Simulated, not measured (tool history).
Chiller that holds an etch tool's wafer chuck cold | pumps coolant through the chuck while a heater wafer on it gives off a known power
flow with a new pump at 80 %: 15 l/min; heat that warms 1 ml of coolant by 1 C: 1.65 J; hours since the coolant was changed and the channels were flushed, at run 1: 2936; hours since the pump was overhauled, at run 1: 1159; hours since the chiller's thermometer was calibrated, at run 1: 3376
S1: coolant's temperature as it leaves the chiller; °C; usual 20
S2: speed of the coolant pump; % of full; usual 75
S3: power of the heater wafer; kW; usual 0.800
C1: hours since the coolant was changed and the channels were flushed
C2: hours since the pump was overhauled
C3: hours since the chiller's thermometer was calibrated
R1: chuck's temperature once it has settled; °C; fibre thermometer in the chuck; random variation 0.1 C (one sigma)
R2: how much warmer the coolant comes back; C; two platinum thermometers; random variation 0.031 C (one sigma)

{"run": 1, "hour": 0.0, "S1": 20, "S2": 75, "S3": 0.8, "C1": 2936, "C2": 1159, "C3": 3376, "R1": 25.8, "R2": 2.11}
{"run": 2, "hour": 29.0, "S1": 20, "S2": 75, "S3": 0.8, "C1": 2965, "C2": 1188, "C3": 3405, "R1": 25.9, "R2": 2.14}
{"run": 3, "hour": 62.1, "S1": 20, "S2": 75, "S3": 0.8, "C1": 2998, "C2": 1221, "C3": 3438, "R1": 26.0, "R2": 2.09}
{"run": 4, "hour": 93.0, "S1": 20, "S2": 75, "S3": 0.8, "C1": 3029, "C2": 1252, "C3": 3469, "R1": 26.0, "R2": 2.13}
{"run": 5, "hour": 122.4, "S1": 20, "S2": 70, "S3": 0.8, "C1": 3058, "C2": 1281, "C3": 3499, "R1": 26.3, "R2": 2.25}
{"run": 6, "hour": 145.6, "S1": 20, "S2": 70, "S3": 0.8, "C1": 3081, "C2": 1304, "C3": 3522, "R1": 26.4, "R2": 2.25}
{"run": 7, "hour": 177.8, "S1": 20, "S2": 70, "S3": 0.8, "C1": 3113, "C2": 1336, "C3": 3554, "R1": 26.4, "R2": 2.32}
{"run": 8, "hour": 195.7, "S1": 20, "S2": 75, "S3": 0.8, "C1": 3131, "C2": 1354, "C3": 3572, "R1": 25.8, "R2": 2.08}
{"run": 9, "hour": 227.0, "S1": 20, "S2": 75, "S3": 0.8, "C1": 3163, "C2": 1386, "C3": 3603, "R1": 25.9, "R2": 2.08}
{"run": 10, "hour": 258.5, "S1": 20, "S2": 75, "S3": 0.8, "C1": 3194, "C2": 1417, "C3": 3635, "R1": 26.0, "R2": 2.07}
{"run": 11, "hour": 280.7, "S1": 20, "S2": 75, "S3": 0.8, "C1": 3216, "C2": 1439, "C3": 3657, "R1": 26.1, "R2": 2.07}
{"run": 12, "hour": 314.8, "S1": 20, "S2": 75, "S3": 0.472, "C1": 3250, "C2": 1473, "C3": 3691, "R1": 23.3, "R2": 1.21}
{"run": 13, "hour": 345.0, "S1": 20, "S2": 75, "S3": 0.472, "C1": 3281, "C2": 1504, "C3": 3721, "R1": 23.6, "R2": 1.31}
{"run": 14, "hour": 377.6, "S1": 27, "S2": 75, "S3": 0.472, "C1": 3313, "C2": 1536, "C3": 3754, "R1": 30.4, "R2": 1.19}
{"run": 15, "hour": 399.8, "S1": 27, "S2": 75, "S3": 0.472, "C1": 3335, "C2": 1558, "C3": 3776, "R1": 30.6, "R2": 1.27}
{"run": 16, "hour": 433.6, "S1": 27, "S2": 75, "S3": 0.472, "C1": 3369, "C2": 1592, "C3": 3810, "R1": 30.6, "R2": 1.25}
{"run": 17, "hour": 449.1, "S1": 12, "S2": 80, "S3": 0.553, "C1": 3385, "C2": 1608, "C3": 3825, "R1": 15.9, "R2": 1.41}
{"run": 18, "hour": 482.2, "S1": 12, "S2": 80, "S3": 0.553, "C1": 3418, "C2": 1641, "C3": 3858, "R1": 15.9, "R2": 1.35}
{"run": 19, "hour": 498.2, "S1": 20, "S2": 77, "S3": 1.148, "C1": 3434, "C2": 1657, "C3": 3874, "R1": 28.4, "R2": 2.91}
{"run": 20, "hour": 520.2, "S1": 13, "S2": 86, "S3": 0.692, "C1": 3456, "C2": 1679, "C3": 3896, "R1": 17.6, "R2": 1.55}
{"run": 21, "hour": 536.4, "S1": 10, "S2": 90, "S3": 0.8, "C1": 3472, "C2": 1695, "C3": 3912, "R1": 14.8, "R2": 1.74}
{"run": 22, "hour": 553.3, "S1": 15, "S2": 72, "S3": 0.778, "C1": 3489, "C2": 1712, "C3": 3929, "R1": 21.0, "R2": 2.1}
{"run": 23, "hour": 570.5, "S1": 15, "S2": 90, "S3": 0.58, "C1": 3506, "C2": 1729, "C3": 3947, "R1": 18.6, "R2": 1.2}
{"run": 24, "hour": 586.3, "S1": 20, "S2": 92, "S3": 0.755, "C1": 3522, "C2": 1745, "C3": 3962, "R1": 24.5, "R2": 1.6}
{"run": 25, "hour": 601.1, "S1": 13, "S2": 83, "S3": 0.569, "C1": 3537, "C2": 1760, "C3": 3977, "R1": 16.8, "R2": 1.39}
{"run": 26, "hour": 627.7, "S1": 13, "S2": 83, "S3": 0.569, "C1": 3563, "C2": 1786, "C3": 4004, "R1": 16.9, "R2": 1.35}
{"run": 27, "hour": 655.2, "S1": 10, "S2": 96, "S3": 0.436, "C1": 3591, "C2": 1814, "C3": 4031, "R1": 12.5, "R2": 0.81}
{"run": 28, "hour": 675.5, "S1": 20, "S2": 75, "S3": 0.9, "C1": 3611, "C2": 1834, "C3": 4052, "R1": 26.8, "R2": 2.34}
{"run": 29, "hour": 692.2, "S1": 22, "S2": 75, "S3": 1.079, "C1": 3628, "C2": 1851, "C3": 4068, "R1": 29.9, "R2": 2.85}
{"run": 30, "hour": 721.6, "S1": 14, "S2": 75, "S3": 1.079, "C1": 3657, "C2": 1880, "C3": 4098, "R1": 21.9, "R2": 2.82}
{"run": 31, "hour": 743.8, "S1": 14, "S2": 75, "S3": 1.079, "C1": 3679, "C2": 1902, "C3": 4120, "R1": 22.1, "R2": 2.81}

Forecast each of these 5 alternatives for the next run:
{"run": "A", "hour": 760.5, "S1": 14, "S2": 63, "S3": 1.079, "C1": 3696, "C2": 1919, "C3": 4137, "R1": "?", "R2": "?"}
{"run": "B", "hour": 760.5, "S1": 14, "S2": 80, "S3": 0.514, "C1": 3696, "C2": 1919, "C3": 4137, "R1": "?", "R2": "?"}
{"run": "C", "hour": 760.5, "S1": 27, "S2": 70, "S3": 1.079, "C1": 3696, "C2": 1919, "C3": 4137, "R1": "?", "R2": "?"}
{"run": "D", "hour": 760.5, "S1": 12, "S2": 81, "S3": 0.686, "C1": 3696, "C2": 1919, "C3": 4137, "R1": "?", "R2": "?"}
{"run": "E", "hour": 760.5, "S1": 27, "S2": 71, "S3": 1.044, "C1": 3696, "C2": 1919, "C3": 4137, "R1": "?", "R2": "?"}

run=A R1=23.5 R2=3.43
run=B R1=17.7 R2=1.27
run=C R1=35.3 R2=3.04
run=D R1=16.5 R2=1.67
run=E R1=35.1 R2=2.88
Without the tool's hidden state the same runs would have given:
run=A R1=23.5 R2=3.43
run=B R1=17.7 R2=1.27
run=C R1=35.3 R2=3.03
run=D R1=16.5 R2=1.67
run=E R1=35.0 R2=2.87
